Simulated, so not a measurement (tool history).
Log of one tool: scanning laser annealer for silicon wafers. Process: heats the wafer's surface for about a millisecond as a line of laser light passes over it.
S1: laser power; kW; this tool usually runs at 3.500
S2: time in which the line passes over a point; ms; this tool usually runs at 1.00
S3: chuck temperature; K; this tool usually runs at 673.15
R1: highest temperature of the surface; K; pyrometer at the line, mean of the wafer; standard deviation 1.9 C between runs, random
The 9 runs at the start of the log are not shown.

Run 10, day 15.912: usual settings but S2 0.82 ms, S3 684.15 K. Result: R1 1329.15 K.
Run 11, day 18.012: usual settings but S3 642.15 K. Result: R1 1345.15 K.
At day 19.388: optics aligned, line set to its width.
Run 12, day 19.488: usual settings but S2 0.75 ms. Result: R1 1300.15 K.
Run 13, day 20.725: usual settings but S2 0.75 ms. Result: R1 1295.15 K.
Run 14, day 23.258: usual settings but S3 643.15 K. Result: R1 1342.15 K.
At day 24.733: window over the wafer cleaned, once more.
Run 15, day 25.338: usual settings. Result: R1 1456.15 K.
Run 16, day 26.575: usual settings. Result: R1 1454.15 K.
Run 17, day 28.500: usual settings. Result: R1 1446.15 K.
Run 18, day 30.062: usual settings. Result: R1 1445.15 K.
Run 19, day 31.771: usual settings but S3 646.15 K. Result: R1 1412.15 K.
Run 20, day 33.592: usual settings but S3 646.15 K. Result: R1 1413.15 K.
Run 21, day 34.800: usual settings but S1 3.213 kW, S3 661.15 K. Result: R1 1359.15 K.
Run 22, day 37.350: usual settings but S1 3.213 kW, S3 661.15 K. Result: R1 1356.15 K.
Run 23, day 38.492: usual settings but S1 3.807 kW, S3 648.15 K. Result: R1 1464.15 K.
Run 24, day 39.725: usual settings but S2 0.75 ms, S3 657.15 K. Result: R1 1319.15 K.
Run 25, day 41.271: usual settings but S2 0.75 ms, S3 657.15 K. Result: R1 1318.15 K.
Run 26, day 43.158: usual settings but S1 3.709 kW, S2 1.08 ms, S3 692.15 K. Result: R1 1505.15 K.

Run 27 comes next. What will it give?
Run 27, day 44.438: usual settings but S1 3.709 kW, S2 1.08 ms, S3 692.15 K. Result: R1 ?.

Run 27 gave R1 1507.15 K.
Take away the tool's hidden state, keep the run-to-run variation as it was, and the same run would have given R1 1555.15 K.
